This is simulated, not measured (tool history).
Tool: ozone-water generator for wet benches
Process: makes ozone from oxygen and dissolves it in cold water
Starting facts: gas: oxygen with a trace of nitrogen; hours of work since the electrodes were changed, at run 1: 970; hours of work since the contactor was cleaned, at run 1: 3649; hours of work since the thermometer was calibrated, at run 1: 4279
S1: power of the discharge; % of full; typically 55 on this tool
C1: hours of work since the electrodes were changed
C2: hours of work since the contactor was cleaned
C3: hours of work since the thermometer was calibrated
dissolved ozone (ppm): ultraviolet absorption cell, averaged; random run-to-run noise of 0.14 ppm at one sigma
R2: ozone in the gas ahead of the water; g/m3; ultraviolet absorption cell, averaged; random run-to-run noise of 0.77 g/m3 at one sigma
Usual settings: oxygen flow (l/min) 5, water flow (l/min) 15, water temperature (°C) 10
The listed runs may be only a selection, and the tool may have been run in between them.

run 1 hour=0 | S1=55 oxygen_flow_(l/min)=5 water_flow_(l/min)=15 water_temperature_(°C)=10 | C1=970 C2=3649 C3=4279 | dissolved_ozone_(ppm)=16.4 R2=120.6
run 2 hour=24.1 | S1=55 oxygen_flow_(l/min)=5 water_flow_(l/min)=15 water_temperature_(°C)=13 | C1=990 C2=3669 C3=4299 | dissolved_ozone_(ppm)=15.7 R2=118.9
run 3 hour=39.8 | S1=75 oxygen_flow_(l/min)=5 water_flow_(l/min)=15 water_temperature_(°C)=10 | C1=1002 C2=3682 C3=4312 | dissolved_ozone_(ppm)=20.8 R2=147.5
run 4 hour=67.3 | S1=75 oxygen_flow_(l/min)=5 water_flow_(l/min)=15 water_temperature_(°C)=10 | C1=1025 C2=3705 C3=4335 | dissolved_ozone_(ppm)=20.6 R2=149.1
run 5 hour=91.4 | S1=55 oxygen_flow_(l/min)=5 water_flow_(l/min)=18 water_temperature_(°C)=10 | C1=1045 C2=3725 C3=4355 | dissolved_ozone_(ppm)=14 R2=118.8
run 6 hour=111.8 | S1=55 oxygen_flow_(l/min)=5 water_flow_(l/min)=18 water_temperature_(°C)=10 | C1=1062 C2=3742 C3=4372 | dissolved_ozone_(ppm)=13.9 R2=118
run 7 hour=124.7 | S1=55 oxygen_flow_(l/min)=5 water_flow_(l/min)=18 water_temperature_(°C)=10 | C1=1073 C2=3753 C3=4382 | dissolved_ozone_(ppm)=14 R2=118.4
run 8 hour=138.6 | S1=55 oxygen_flow_(l/min)=5 water_flow_(l/min)=15 water_temperature_(°C)=6 | C1=1084 C2=3764 C3=4394 | dissolved_ozone_(ppm)=17.4 R2=119.3
run 9 hour=163.3 | S1=87 oxygen_flow_(l/min)=3.24 water_flow_(l/min)=15 water_temperature_(°C)=6 | C1=1104 C2=3784 C3=4414 | dissolved_ozone_(ppm)=24.9 R2=227.1
run 10 hour=187 | S1=81 oxygen_flow_(l/min)=3.58 water_flow_(l/min)=17 water_temperature_(°C)=17 | C1=1124 C2=3804 C3=4434 | dissolved_ozone_(ppm)=18.3 R2=196.7
run 11 hour=210.3 | S1=55 oxygen_flow_(l/min)=5 water_flow_(l/min)=11 water_temperature_(°C)=10 | C1=1143 C2=3823 C3=4453 | dissolved_ozone_(ppm)=21.3 R2=117.5
run 12 hour=222.8 | S1=55 oxygen_flow_(l/min)=5 water_flow_(l/min)=15 water_temperature_(°C)=6 | C1=1154 C2=3834 C3=4463 | dissolved_ozone_(ppm)=17.5 R2=119.6
run 13 hour=246.4 | S1=44 oxygen_flow_(l/min)=7.78 water_flow_(l/min)=15 water_temperature_(°C)=7 | C1=1173 C2=3853 C3=4483 | dissolved_ozone_(ppm)=13.6 R2=75
run 14 hour=274.6 | S1=44 oxygen_flow_(l/min)=7.78 water_flow_(l/min)=15 water_temperature_(°C)=7 | C1=1197 C2=3876 C3=4506 | dissolved_ozone_(ppm)=13.6 R2=75.5
run 15 hour=304.2 | S1=55 oxygen_flow_(l/min)=5 water_flow_(l/min)=11 water_temperature_(°C)=8 | C1=1221 C2=3901 C3=4531 | dissolved_ozone_(ppm)=22 R2=118.2
run 16 hour=320.8 | S1=55 oxygen_flow_(l/min)=5 water_flow_(l/min)=11 water_temperature_(°C)=8 | C1=1235 C2=3915 C3=4544 | dissolved_ozone_(ppm)=21.8 R2=119

Alternative continuations, all from the tool just after run 16; predict every row:
run A hour=342.1 | S1=55 oxygen_flow_(l/min)=5.3 water_flow_(l/min)=14 water_temperature_(°C)=8 | C1=1252 C2=3932 C3=4562 | dissolved_ozone_(ppm)=? R2=?
run B hour=342.1 | S1=55 oxygen_flow_(l/min)=4.05 water_flow_(l/min)=15 water_temperature_(°C)=10 | C1=1252 C2=3932 C3=4562 | dissolved_ozone_(ppm)=? R2=?
run C hour=342.1 | S1=55 oxygen_flow_(l/min)=5 water_flow_(l/min)=10 water_temperature_(°C)=6 | C1=1252 C2=3932 C3=4562 | dissolved_ozone_(ppm)=? R2=?
run D hour=342.1 | S1=55 oxygen_flow_(l/min)=5 water_flow_(l/min)=12 water_temperature_(°C)=9 | C1=1252 C2=3932 C3=4562 | dissolved_ozone_(ppm)=? R2=?
run E hour=342.1 | S1=48 oxygen_flow_(l/min)=5 water_flow_(l/min)=15 water_temperature_(°C)=7 | C1=1252 C2=3932 C3=4562 | dissolved_ozone_(ppm)=? R2=?

run=A dissolved_ozone_(ppm)=18.1 R2=114.5
run=B dissolved_ozone_(ppm)=16.8 R2=137.5
run=C dissolved_ozone_(ppm)=24.6 R2=117.4
run=D dissolved_ozone_(ppm)=20.2 R2=117.7
run=E dissolved_ozone_(ppm)=15.5 R2=105.6
What these runs would have given with no unlogged condition in the tool:
run=A dissolved_ozone_(ppm)=19.5 R2=116.9
run=B dissolved_ozone_(ppm)=18.2 R2=140.3
run=C dissolved_ozone_(ppm)=26.2 R2=119.8
run=D dissolved_ozone_(ppm)=21.7 R2=120.2
run=E dissolved_ozone_(ppm)=16.7 R2=107.5
